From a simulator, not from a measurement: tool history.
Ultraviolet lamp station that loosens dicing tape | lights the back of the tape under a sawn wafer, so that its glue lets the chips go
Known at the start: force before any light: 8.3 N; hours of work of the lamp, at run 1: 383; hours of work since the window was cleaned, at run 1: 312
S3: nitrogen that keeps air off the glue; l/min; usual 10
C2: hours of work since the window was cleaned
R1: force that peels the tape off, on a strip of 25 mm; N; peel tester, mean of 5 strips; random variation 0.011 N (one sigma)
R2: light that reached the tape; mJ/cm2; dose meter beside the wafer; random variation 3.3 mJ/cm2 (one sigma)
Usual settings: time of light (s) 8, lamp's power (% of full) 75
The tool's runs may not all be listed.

{"run": 1, "hour": 0.0, "time of light (s)": 8, "lamp's power (% of full)": 75, "S3": 10, "hours of work of the lamp": 383, "C2": 312, "R1": 0.504, "R2": 528}
{"run": 2, "hour": 18.4, "time of light (s)": 8, "lamp's power (% of full)": 75, "S3": 10, "hours of work of the lamp": 396, "C2": 324, "R1": 0.498, "R2": 525}
{"run": 3, "hour": 30.7, "time of light (s)": 8, "lamp's power (% of full)": 75, "S3": 10, "hours of work of the lamp": 404, "C2": 333, "R1": 0.514, "R2": 524}
{"run": 4, "hour": 42.8, "time of light (s)": 8, "lamp's power (% of full)": 75, "S3": 10, "hours of work of the lamp": 412, "C2": 341, "R1": 0.528, "R2": 524}
{"run": 5, "hour": 53.4, "time of light (s)": 8, "lamp's power (% of full)": 75, "S3": 10, "hours of work of the lamp": 419, "C2": 348, "R1": 0.507, "R2": 529}
{"run": 6, "hour": 67.5, "time of light (s)": 8, "lamp's power (% of full)": 75, "S3": 10, "hours of work of the lamp": 429, "C2": 358, "R1": 0.513, "R2": 526}
{"run": 7, "hour": 85.2, "time of light (s)": 9, "lamp's power (% of full)": 75, "S3": 10, "hours of work of the lamp": 441, "C2": 370, "R1": 0.397, "R2": 588}
{"run": 8, "hour": 99.3, "time of light (s)": 8, "lamp's power (% of full)": 75, "S3": 10, "hours of work of the lamp": 450, "C2": 379, "R1": 0.516, "R2": 525}
{"run": 9, "hour": 108.3, "time of light (s)": 8, "lamp's power (% of full)": 75, "S3": 10, "hours of work of the lamp": 457, "C2": 385, "R1": 0.488, "R2": 527}
{"run": 10, "hour": 125.2, "time of light (s)": 8, "lamp's power (% of full)": 75, "S3": 9, "hours of work of the lamp": 468, "C2": 397, "R1": 0.538, "R2": 524}
{"run": 11, "hour": 143.6, "time of light (s)": 8, "lamp's power (% of full)": 75, "S3": 10, "hours of work of the lamp": 480, "C2": 409, "R1": 0.512, "R2": 532}
{"run": 12, "hour": 152.9, "time of light (s)": 8, "lamp's power (% of full)": 75, "S3": 10, "hours of work of the lamp": 487, "C2": 415, "R1": 0.505, "R2": 526}
{"run": 13, "hour": 161.0, "time of light (s)": 8, "lamp's power (% of full)": 75, "S3": 11, "hours of work of the lamp": 492, "C2": 421, "R1": 0.482, "R2": 523}
{"run": 14, "hour": 173.5, "time of light (s)": 8, "lamp's power (% of full)": 75, "S3": 11, "hours of work of the lamp": 501, "C2": 429, "R1": 0.469, "R2": 530}
{"run": 15, "hour": 190.1, "time of light (s)": 8, "lamp's power (% of full)": 69, "S3": 10, "hours of work of the lamp": 512, "C2": 441, "R1": 0.623, "R2": 485}
{"run": 16, "hour": 207.3, "time of light (s)": 8, "lamp's power (% of full)": 69, "S3": 10, "hours of work of the lamp": 524, "C2": 452, "R1": 0.635, "R2": 484}
{"run": 17, "hour": 218.8, "time of light (s)": 8, "lamp's power (% of full)": 69, "S3": 10, "hours of work of the lamp": 531, "C2": 460, "R1": 0.639, "R2": 485}
{"run": 18, "hour": 233.1, "time of light (s)": 8, "lamp's power (% of full)": 69, "S3": 10, "hours of work of the lamp": 541, "C2": 470, "R1": 0.628, "R2": 483}
{"run": 19, "hour": 242.1, "time of light (s)": 8, "lamp's power (% of full)": 69, "S3": 10, "hours of work of the lamp": 547, "C2": 476, "R1": 0.626, "R2": 489}
{"run": 20, "hour": 251.4, "time of light (s)": 8, "lamp's power (% of full)": 75, "S3": 10, "hours of work of the lamp": 553, "C2": 482, "R1": 0.528, "R2": 527}
{"run": 21, "hour": 264.4, "time of light (s)": 8, "lamp's power (% of full)": 75, "S3": 10, "hours of work of the lamp": 562, "C2": 491, "R1": 0.5, "R2": 530}
{"run": 22, "hour": 278.7, "time of light (s)": 6, "lamp's power (% of full)": 75, "S3": 10, "hours of work of the lamp": 572, "C2": 501, "R1": 0.959, "R2": 394}
{"run": 23, "hour": 294.3, "time of light (s)": 6, "lamp's power (% of full)": 75, "S3": 10, "hours of work of the lamp": 582, "C2": 511, "R1": 0.958, "R2": 397}
{"run": 24, "hour": 307.2, "time of light (s)": 11, "lamp's power (% of full)": 70, "S3": 5, "hours of work of the lamp": 591, "C2": 520, "R1": 0.417, "R2": 669}
{"run": 25, "hour": 322.3, "time of light (s)": 5, "lamp's power (% of full)": 62, "S3": 19, "hours of work of the lamp": 601, "C2": 530, "R1": 1.539, "R2": 271}
{"hour": 333.7, "done": "lamp changed"}
{"run": 26, "hour": 336.5, "time of light (s)": 5, "lamp's power (% of full)": 62, "S3": 19, "hours of work of the lamp": 2, "C2": 539, "R1": 1.53, "R2": 275}
{"run": 27, "hour": 351.0, "time of light (s)": 4, "lamp's power (% of full)": 75, "S3": 6, "hours of work of the lamp": 12, "C2": 549, "R1": 2.259, "R2": 262}
{"run": 28, "hour": 365.8, "time of light (s)": 5, "lamp's power (% of full)": 65, "S3": 5, "hours of work of the lamp": 22, "C2": 559, "R1": 2.119, "R2": 290}
{"run": 29, "hour": 374.0, "time of light (s)": 10, "lamp's power (% of full)": 75, "S3": 7, "hours of work of the lamp": 27, "C2": 564, "R1": 0.353, "R2": 659}
{"run": 30, "hour": 382.7, "time of light (s)": 13, "lamp's power (% of full)": 94, "S3": 10, "hours of work of the lamp": 33, "C2": 570, "R1": 0.12, "R2": 1073}
{"run": 31, "hour": 401.1, "time of light (s)": 13, "lamp's power (% of full)": 94, "S3": 10, "hours of work of the lamp": 46, "C2": 583, "R1": 0.13, "R2": 1070}
{"run": 32, "hour": 418.6, "time of light (s)": 9, "lamp's power (% of full)": 90, "S3": 3, "hours of work of the lamp": 57, "C2": 595, "R1": 0.473, "R2": 715}
{"run": 33, "hour": 426.1, "time of light (s)": 16, "lamp's power (% of full)": 75, "S3": 6, "hours of work of the lamp": 63, "C2": 600, "R1": 0.154, "R2": 1050}
{"run": 34, "hour": 441.1, "time of light (s)": 5, "lamp's power (% of full)": 99, "S3": 6, "hours of work of the lamp": 73, "C2": 610, "R1": 1.006, "R2": 435}
{"run": 35, "hour": 450.2, "time of light (s)": 4, "lamp's power (% of full)": 66, "S3": 6, "hours of work of the lamp": 79, "C2": 616, "R1": 2.584, "R2": 230}
{"run": 36, "hour": 468.2, "time of light (s)": 8, "lamp's power (% of full)": 75, "S3": 9, "hours of work of the lamp": 91, "C2": 628, "R1": 0.543, "R2": 525}
{"run": 37, "hour": 483.1, "time of light (s)": 8, "lamp's power (% of full)": 99, "S3": 13, "hours of work of the lamp": 101, "C2": 638, "R1": 0.237, "R2": 692}
{"run": 38, "hour": 490.7, "time of light (s)": 8, "lamp's power (% of full)": 71, "S3": 3, "hours of work of the lamp": 106, "C2": 643, "R1": 1.078, "R2": 495}
{"run": 39, "hour": 507.5, "time of light (s)": 8, "lamp's power (% of full)": 71, "S3": 3, "hours of work of the lamp": 118, "C2": 655, "R1": 1.094, "R2": 500}
{"run": 40, "hour": 525.2, "time of light (s)": 8, "lamp's power (% of full)": 75, "S3": 10, "hours of work of the lamp": 130, "C2": 667, "R1": 0.495, "R2": 525}
{"run": 41, "hour": 535.1, "time of light (s)": 14, "lamp's power (% of full)": 88, "S3": 17, "hours of work of the lamp": 136, "C2": 673, "R1": 0.134, "R2": 1081}
{"run": 42, "hour": 543.3, "time of light (s)": 5, "lamp's power (% of full)": 99, "S3": 18, "hours of work of the lamp": 142, "C2": 679, "R1": 0.632, "R2": 436}
{"hour": 544.9, "done": "window cleaned of glue's vapour"}
{"run": 43, "hour": 551.4, "time of light (s)": 5, "lamp's power (% of full)": 99, "S3": 18, "hours of work of the lamp": 147, "C2": 4, "R1": 0.635, "R2": 435}

How the hidden state differs across the entries between the runs, from the last listed run before each to the first after it:
Between runs 25 and 26: lamp changed (hour 333.7)
  lamp's light, % of a new lamp's: 99.6 -> 100
Between runs 42 and 43: window cleaned of glue's vapour (hour 544.9)
  light that the window lets through, % of a clean one's: 99.9 -> 100
